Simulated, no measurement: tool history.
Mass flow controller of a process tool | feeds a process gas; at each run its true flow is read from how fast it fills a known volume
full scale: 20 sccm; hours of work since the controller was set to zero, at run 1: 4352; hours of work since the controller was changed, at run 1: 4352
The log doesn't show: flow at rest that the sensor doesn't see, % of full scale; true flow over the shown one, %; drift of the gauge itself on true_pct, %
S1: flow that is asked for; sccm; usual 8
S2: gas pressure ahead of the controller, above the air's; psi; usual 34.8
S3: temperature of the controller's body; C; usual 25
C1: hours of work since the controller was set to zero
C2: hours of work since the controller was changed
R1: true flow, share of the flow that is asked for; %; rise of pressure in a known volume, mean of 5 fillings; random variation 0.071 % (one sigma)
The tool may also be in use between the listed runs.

| run | hour | S1 | S2 | S3 | C1 | C2 | R1 |
|---|---|---|---|---|---|---|---|
| 1 | 0.0 | 8 | 34.8 | 25 | 4352 | 4352 | 100.13 |
| 2 | 233.5 | 8 | 34.8 | 25 | 4455 | 4455 | 99.91 |
| 3 | 454.9 | 8 | 34.8 | 25 | 4552 | 4552 | 99.89 |
| 4 | 713.4 | 8 | 34.8 | 25 | 4665 | 4665 | 100.02 |
| 5 | 1069.9 | 8 | 34.8 | 25 | 4821 | 4821 | 100.05 |
| 6 | 1317.4 | 4 | 34.8 | 25 | 4929 | 4929 | 99.83 |
| 7 | 1594.7 | 4 | 34.8 | 25 | 5051 | 5051 | 99.71 |
| 8 | 1964.7 | 8 | 34.8 | 39 | 5213 | 5213 | 100.43 |
| 9 | 2250.2 | 8 | 34.8 | 39 | 5338 | 5338 | 100.34 |
| 10 | 2607.6 | 8 | 34.8 | 39 | 5494 | 5494 | 100.26 |
| 11 | 2862.5 | 4 | 34.8 | 25 | 5606 | 5606 | 99.51 |
| 12 | 3278.6 | 4 | 34.8 | 25 | 5788 | 5788 | 99.41 |
| 13 | 3559.1 | 15 | 34.8 | 25 | 5911 | 5911 | 99.75 |
| 14 | 3770.2 | 8 | 34.8 | 38 | 6004 | 6004 | 100.16 |
| 15 | 4124.7 | 8 | 34.8 | 38 | 6159 | 6159 | 100.06 |
| 16 | 4445.6 | 8 | 26.4 | 21 | 6299 | 6299 | 98.82 |
| 17 | 4660.4 | 8 | 34.8 | 25 | 6393 | 6393 | 99.43 |
| 18 | 4927.7 | 13 | 20.7 | 25 | 6511 | 6511 | 98.63 |
| 19 | 5223.8 | 14 | 34.8 | 23 | 6640 | 6640 | 99.22 |
| 20 | 5596.2 | 3 | 21.3 | 28 | 6803 | 6803 | 98.53 |
| 21 | 5845.1 | 3 | 26.4 | 28 | 6912 | 6912 | 98.82 |
| 22 | 6148.2 | 3 | 34.8 | 35 | 7045 | 7045 | 99.29 |
| 23 | 6550.3 | 3 | 34.8 | 35 | 7221 | 7221 | 99.51 |
| 24 | 6972.0 | 3 | 34.8 | 35 | 7406 | 7406 | 99.26 |
| 25 | 7390.4 | 3 | 34.8 | 35 | 7589 | 7589 | 99.23 |
|  | 7488.7 | controller's zero set anew |
| 26 | 7578.6 | 4 | 30.6 | 24 | 39 | 7671 | 98.60 |
| 27 | 7928.9 | 9 | 20.6 | 31 | 193 | 7825 | 98.34 |

5 ways to go on from here, each from the tool as it stands after run 27. What would each give?
| A | 8270.2 | 4 | 26.1 | 22 | 342 | 7974 | ? |
| B | 8270.2 | 9 | 23.6 | 31 | 342 | 7974 | ? |
| C | 8270.2 | 8 | 39.9 | 31 | 342 | 7974 | ? |
| D | 8270.2 | 13 | 34.5 | 23 | 342 | 7974 | ? |
| E | 8270.2 | 14 | 32.5 | 25 | 342 | 7974 | ? |

| run | R1 |
|---|---|
| A | 98.17 |
| B | 98.59 |
| C | 99.38 |
| D | 98.89 |
| E | 98.86 |
Without the tool's hidden state the same runs would have given:
| run | R1 |
|---|---|
| A | 99.41 |
| B | 99.84 |
| C | 100.64 |
| D | 100.14 |
| E | 100.11 |
